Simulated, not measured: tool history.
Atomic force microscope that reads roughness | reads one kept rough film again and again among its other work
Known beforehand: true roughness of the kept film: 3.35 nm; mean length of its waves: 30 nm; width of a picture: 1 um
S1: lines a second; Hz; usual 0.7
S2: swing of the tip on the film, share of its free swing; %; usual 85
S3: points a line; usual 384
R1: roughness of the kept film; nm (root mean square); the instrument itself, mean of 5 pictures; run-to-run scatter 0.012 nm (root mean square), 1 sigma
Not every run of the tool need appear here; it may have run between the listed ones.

run   hour     S1  S2   S3     R1
  1      0    0.7  85  384  2.379
         7  -- new tip fitted
  2   19.9    0.7  85  384  2.586
  3   41.3    0.7  85  384  2.302
      42.8  -- new tip fitted
  4   65.2    0.7  85  610   2.49
      79.9  -- new tip fitted
  5   89.7    0.7  85  610   2.66
  6  103.6    0.7  60  610  2.612
     115.5  -- new tip fitted
  7    120    0.7  88  384  2.714
  8  136.6    0.7  88  384  2.479
     151.4  -- new tip fitted
  9  159.6    0.7  88  384  2.661
 10  174.1    0.7  88  384  2.436
     186.9  -- new tip fitted
 11  189.9   0.74  65  343  2.928
 12  202.7   0.74  65  343  2.713
     222.1  -- new tip fitted
 13  222.5  3.638  57  618  2.833
 14    239  1.907  57  832  2.657
 15  256.1  1.907  57  832  2.404
     258.5  -- new tip fitted
 16  270.8  1.907  56  282  2.725
 17  289.3    0.7  61  384  2.524

5 options for the next run, each taken on its own from the tool as it stands now. Forecast them:
     294.7  -- new tip fitted
  A   307    1.7  58  514   ?
     294.7  -- new tip fitted
  B   307    0.7  64  783   ?
     294.7  -- new tip fitted
  C   307   0.84  56  287   ?
     294.7  -- new tip fitted
  D   307  0.596  69  573   ?
     294.7  -- new tip fitted
  E   307    0.7  85  446   ?

run     R1
  A  2.718
  B  2.797
  C  2.786
  D  2.758
  E  2.603
Without the tool's unlogged condition, the same runs would have read:
run     R1
  A  2.954
  B   3.04
  C  3.029
  D  2.998
  E  2.829
